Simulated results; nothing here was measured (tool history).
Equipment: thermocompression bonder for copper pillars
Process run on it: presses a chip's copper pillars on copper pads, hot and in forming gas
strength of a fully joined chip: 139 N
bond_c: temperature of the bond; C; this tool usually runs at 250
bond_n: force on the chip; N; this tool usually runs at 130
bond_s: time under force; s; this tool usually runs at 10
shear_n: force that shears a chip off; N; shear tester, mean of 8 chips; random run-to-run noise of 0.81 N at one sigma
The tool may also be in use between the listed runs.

run 1 hour=0.0 | bond_c=250 bond_n=130 bond_s=10 | shear_n=66.6
run 2 hour=70.8 | bond_c=250 bond_n=130 bond_s=10 | shear_n=66.5
run 3 hour=123.6 | bond_c=250 bond_n=130 bond_s=10 | shear_n=66.4
-- hour=160.1 forming gas filter changed
run 4 hour=160.9 | bond_c=250 bond_n=130 bond_s=10 | shear_n=70.8
run 5 hour=227.0 | bond_c=250 bond_n=130 bond_s=10 | shear_n=68.8
run 6 hour=287.8 | bond_c=250 bond_n=152 bond_s=10 | shear_n=73.5
run 7 hour=342.1 | bond_c=241 bond_n=152 bond_s=10 | shear_n=62.7
run 8 hour=392.9 | bond_c=250 bond_n=183 bond_s=10 | shear_n=78.4
run 9 hour=439.0 | bond_c=250 bond_n=183 bond_s=10 | shear_n=77.9
run 10 hour=478.6 | bond_c=250 bond_n=183 bond_s=10 | shear_n=77.3
run 11 hour=531.7 | bond_c=250 bond_n=183 bond_s=10 | shear_n=75.2
-- hour=539.7 heater calibrated with a thermocouple chip
run 12 hour=599.0 | bond_c=250 bond_n=130 bond_s=23 | shear_n=76.9
run 13 hour=670.8 | bond_c=250 bond_n=147 bond_s=23 | shear_n=81.1
run 14 hour=708.3 | bond_c=240 bond_n=83 bond_s=25 | shear_n=52.8
run 15 hour=742.2 | bond_c=232 bond_n=89 bond_s=26 | shear_n=48.1
run 16 hour=808.9 | bond_c=232 bond_n=89 bond_s=26 | shear_n=46.4
-- hour=819.4 forming gas filter changed
run 17 hour=869.8 | bond_c=232 bond_n=89 bond_s=26 | shear_n=49.1
-- hour=897.7 heater calibrated with a thermocouple chip, once more
run 18 hour=928.8 | bond_c=276 bond_n=150 bond_s=7 | shear_n=93.3
run 19 hour=981.2 | bond_c=258 bond_n=114 bond_s=28 | shear_n=100.4
run 20 hour=1022.5 | bond_c=258 bond_n=114 bond_s=28 | shear_n=98.4
-- hour=1048.3 force cell calibrated
run 21 hour=1074.7 | bond_c=258 bond_n=114 bond_s=28 | shear_n=98.1
run 22 hour=1111.3 | bond_c=258 bond_n=114 bond_s=28 | shear_n=98.2
run 23 hour=1182.5 | bond_c=274 bond_n=178 bond_s=7 | shear_n=93.5

Hidden state or all else? Some run-to-run changes of shear_n, split into what the settings, what came in and random variation would give without the hidden state, and what is left for the hidden state (with any gauge scatter that isn't in both results):
Hidden conditions of the tool in this case: true temperature of the bond over the reading, C; force that reaches the chip, % of what is set; oxide that the forming gas leaves, % of the face; drift of the gauge itself on shear_n, %.
Run 11 -> 12: bond_n 183 -> 130, bond_s 10 -> 23, heater calibrated with a thermocouple chip. shear_n +1.7 N: hidden state -6.5, all else +8.2.
Run 13 -> 14: bond_c 250 -> 240, bond_n 147 -> 83, bond_s 23 -> 25. shear_n -28.3 N: hidden state +1.9, all else -30.2.
Run 17 -> 18: bond_c 232 -> 276, bond_n 89 -> 150, bond_s 26 -> 7, heater calibrated with a thermocouple chip, once more. shear_n +44.2 N: hidden state +14.4, all else +29.8.
